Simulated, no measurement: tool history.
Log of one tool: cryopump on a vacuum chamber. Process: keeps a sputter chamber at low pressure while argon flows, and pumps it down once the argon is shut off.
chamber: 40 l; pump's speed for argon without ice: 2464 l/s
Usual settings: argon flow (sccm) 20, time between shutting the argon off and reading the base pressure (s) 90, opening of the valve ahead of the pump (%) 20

| run | hour | argon flow (sccm) | time between shutting the argon off and reading the base pressure (s) | opening of the valve ahead of the pump (%) | pressure while argon flows (Pa) | pressure after the wait (uPa) |
|---|---|---|---|---|---|---|
| 1 | 0.0 | 20 | 90 | 20 | 0.0738 | 1.57 |
| 2 | 71.4 | 20 | 90 | 20 | 0.0749 | 1.68 |
| 3 | 129.7 | 20 | 90 | 20 | 0.0752 | 1.78 |
| 4 | 184.0 | 31 | 90 | 20 | 0.1173 | 1.84 |
| 5 | 222.7 | 20 | 220 | 20 | 0.0759 | 1.46 |
|  | 264.0 | pump warmed up, emptied and cooled again |
| 6 | 268.1 | 20 | 220 | 22 | 0.0629 | 1.08 |
| 7 | 309.8 | 14 | 220 | 22 | 0.0434 | 1.09 |
| 8 | 361.7 | 14 | 220 | 22 | 0.0434 | 1.15 |
| 9 | 436.8 | 20 | 90 | 20 | 0.0698 | 1.57 |
| 10 | 511.6 | 20 | 90 | 20 | 0.0691 | 1.60 |
| 11 | 569.6 | 20 | 90 | 20 | 0.0700 | 1.62 |
| 12 | 642.9 | 20 | 275 | 20 | 0.0707 | 1.21 |
| 13 | 712.1 | 20 | 275 | 20 | 0.0706 | 1.30 |
| 14 | 787.9 | 20 | 275 | 20 | 0.0715 | 1.34 |
| 15 | 840.3 | 18 | 180 | 51 | 0.0276 | 1.58 |
| 16 | 882.4 | 8 | 122 | 51 | 0.0120 | 1.76 |
| 17 | 954.2 | 17 | 113 | 36 | 0.0361 | 1.78 |
| 18 | 1037.7 | 17 | 113 | 36 | 0.0371 | 1.91 |
| 19 | 1079.7 | 17 | 113 | 36 | 0.0365 | 1.99 |
| 20 | 1144.2 | 21 | 113 | 36 | 0.0454 | 2.02 |
| 21 | 1211.7 | 25 | 168 | 46 | 0.0451 | 1.86 |
| 22 | 1249.5 | 25 | 168 | 46 | 0.0462 | 1.99 |
| 23 | 1290.4 | 20 | 297 | 40 | 0.0412 | 1.84 |
|  | 1351.0 | pump warmed up, emptied and cooled again |
| 24 | 1358.5 | 12 | 96 | 18 | 0.0467 | 1.81 |
| 25 | 1405.8 | 25 | 90 | 51 | 0.0346 | 1.88 |
| 26 | 1456.1 | 29 | 90 | 51 | 0.0399 | 1.93 |
| 27 | 1528.9 | 14 | 90 | 20 | 0.0493 | 1.97 |

Forecast each of these 4 alternatives for the next run:
| A | 1563.6 | 25 | 90 | 26 | ? | ? |
| B | 1563.6 | 36 | 184 | 39 | ? | ? |
| C | 1563.6 | 14 | 48 | 20 | ? | ? |
| D | 1563.6 | 14 | 245 | 20 | ? | ? |

| run | pressure while argon flows (Pa) | pressure after the wait (uPa) |
|---|---|---|
| A | 0.0682 | 1.98 |
| B | 0.0664 | 1.67 |
| C | 0.0484 | 2.52 |
| D | 0.0478 | 1.58 |
Without the tool's hidden state the same runs would have given:
| run | pressure while argon flows (Pa) | pressure after the wait (uPa) |
|---|---|---|
| A | 0.0664 | 0.80 |
| B | 0.0639 | 0.46 |
| C | 0.0474 | 1.33 |
| D | 0.0468 | 0.38 |

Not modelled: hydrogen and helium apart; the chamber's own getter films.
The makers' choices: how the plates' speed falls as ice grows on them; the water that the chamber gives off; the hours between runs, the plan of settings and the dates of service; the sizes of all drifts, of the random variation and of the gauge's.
